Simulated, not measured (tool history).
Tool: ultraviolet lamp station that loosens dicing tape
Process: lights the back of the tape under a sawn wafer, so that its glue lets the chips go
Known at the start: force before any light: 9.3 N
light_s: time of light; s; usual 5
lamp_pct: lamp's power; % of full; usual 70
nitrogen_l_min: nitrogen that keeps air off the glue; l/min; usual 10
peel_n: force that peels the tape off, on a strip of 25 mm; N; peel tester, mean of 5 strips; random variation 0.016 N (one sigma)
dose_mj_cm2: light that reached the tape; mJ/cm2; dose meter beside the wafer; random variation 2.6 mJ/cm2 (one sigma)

{"run": 1, "hour": 0.0, "light_s": 5, "lamp_pct": 70, "nitrogen_l_min": 10, "peel_n": 0.928, "dose_mj_cm2": 298}
{"run": 2, "hour": 21.2, "light_s": 5, "lamp_pct": 88, "nitrogen_l_min": 10, "peel_n": 0.567, "dose_mj_cm2": 369}
{"run": 3, "hour": 54.6, "light_s": 5, "lamp_pct": 88, "nitrogen_l_min": 10, "peel_n": 0.559, "dose_mj_cm2": 366}
{"run": 4, "hour": 86.3, "light_s": 5, "lamp_pct": 88, "nitrogen_l_min": 10, "peel_n": 0.565, "dose_mj_cm2": 367}
{"run": 5, "hour": 115.3, "light_s": 5, "lamp_pct": 85, "nitrogen_l_min": 10, "peel_n": 0.635, "dose_mj_cm2": 346}
{"run": 6, "hour": 140.7, "light_s": 5, "lamp_pct": 96, "nitrogen_l_min": 10, "peel_n": 0.479, "dose_mj_cm2": 392}
{"run": 7, "hour": 161.4, "light_s": 5, "lamp_pct": 65, "nitrogen_l_min": 10, "peel_n": 1.199, "dose_mj_cm2": 258}
{"run": 8, "hour": 192.4, "light_s": 5, "lamp_pct": 65, "nitrogen_l_min": 10, "peel_n": 1.225, "dose_mj_cm2": 256}
{"run": 9, "hour": 206.7, "light_s": 5, "lamp_pct": 65, "nitrogen_l_min": 10, "peel_n": 1.21, "dose_mj_cm2": 262}
{"run": 10, "hour": 237.6, "light_s": 9, "lamp_pct": 81, "nitrogen_l_min": 14, "peel_n": 0.137, "dose_mj_cm2": 573}
{"hour": 241.2, "done": "window cleaned of glue's vapour"}
{"run": 11, "hour": 270.5, "light_s": 5, "lamp_pct": 72, "nitrogen_l_min": 10, "peel_n": 1.097, "dose_mj_cm2": 273}
{"run": 12, "hour": 302.5, "light_s": 5, "lamp_pct": 66, "nitrogen_l_min": 13, "peel_n": 1.194, "dose_mj_cm2": 247}
{"run": 13, "hour": 334.2, "light_s": 4, "lamp_pct": 99, "nitrogen_l_min": 3, "peel_n": 1.759, "dose_mj_cm2": 293}
{"run": 14, "hour": 364.3, "light_s": 4, "lamp_pct": 99, "nitrogen_l_min": 3, "peel_n": 1.901, "dose_mj_cm2": 290}
{"run": 15, "hour": 393.1, "light_s": 5, "lamp_pct": 89, "nitrogen_l_min": 10, "peel_n": 0.765, "dose_mj_cm2": 324}
{"run": 16, "hour": 408.0, "light_s": 4, "lamp_pct": 66, "nitrogen_l_min": 4, "peel_n": 2.756, "dose_mj_cm2": 191}
{"hour": 425.0, "done": "window cleaned of glue's vapour, once more"}
{"run": 17, "hour": 439.2, "light_s": 10, "lamp_pct": 79, "nitrogen_l_min": 16, "peel_n": 0.09, "dose_mj_cm2": 666}
{"run": 18, "hour": 455.4, "light_s": 10, "lamp_pct": 79, "nitrogen_l_min": 16, "peel_n": 0.105, "dose_mj_cm2": 658}

Some steps in peel_n between neighbouring runs. How much of each would the tool show without its hidden state too (settings, what came in, random variation), and how much is left for the hidden state, with any gauge scatter that isn't in both results?
The hidden state here: lamp's light, % of a new lamp's; light that the window lets through, % of a clean one's; drift of the gauge itself on peel_n, %; drift of the gauge itself on dose_mj_cm2, %.
Run 16 -> 17: light_s 4 -> 10, lamp_pct 66 -> 79, nitrogen_l_min 4 -> 16, window cleaned of glue's vapour, once more. peel_n -2.666 N: hidden state -0.721, all else -1.945.

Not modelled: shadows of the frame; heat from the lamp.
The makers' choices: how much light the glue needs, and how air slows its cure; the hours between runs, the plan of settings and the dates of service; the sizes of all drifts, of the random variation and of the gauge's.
